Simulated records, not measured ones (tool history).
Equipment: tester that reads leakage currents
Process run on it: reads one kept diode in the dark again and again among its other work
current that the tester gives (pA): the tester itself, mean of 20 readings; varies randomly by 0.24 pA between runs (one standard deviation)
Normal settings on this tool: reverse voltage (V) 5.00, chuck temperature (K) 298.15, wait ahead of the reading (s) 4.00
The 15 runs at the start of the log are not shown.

run,hour,reverse voltage (V),chuck temperature (K),wait ahead of the reading (s),current that the tester gives (pA)
16,321.8,1.07,298.15,4.00,37.10
17,342.5,5.00,300.15,4.00,109.91
18,361.8,5.00,300.15,4.00,110.21
19,378.9,10.96,300.15,4.00,180.64
20,406.4,10.96,300.15,4.00,180.92
21,426.2,5.00,298.15,4.15,97.36
22,447.0,5.00,298.15,4.15,97.86
23,474.9,1.15,305.15,4.00,64.85
24,492.3,7.35,298.15,1.91,125.50
# hour 506.7: probe card cleaned and baked
25,513.3,7.35,298.15,1.91,107.25
26,544.5,7.35,298.15,0.61,111.29
27,566.4,8.10,295.15,6.37,90.63
28,597.7,4.44,300.15,2.37,94.25
29,617.0,1.39,331.15,9.92,405.93
30,634.5,1.39,331.15,9.92,405.33
31,658.7,5.00,298.15,3.97,87.45
32,683.0,5.00,296.15,4.00,75.31
33,705.8,1.39,298.15,4.00,41.97
34,723.9,4.74,309.15,0.87,193.32
35,747.3,9.24,298.15,1.42,128.52
36,775.3,9.24,298.15,1.42,128.25
37,809.0,9.24,298.15,1.42,130.20

For run 38, what comes out?
38,827.4,9.24,298.15,4.17,?

{"run 38": {"current that the tester gives (pA)": 128.87}}
On a tool with no hidden condition, and with the same random variation, this run would have come out at current that the tester gives (pA) 109.93.

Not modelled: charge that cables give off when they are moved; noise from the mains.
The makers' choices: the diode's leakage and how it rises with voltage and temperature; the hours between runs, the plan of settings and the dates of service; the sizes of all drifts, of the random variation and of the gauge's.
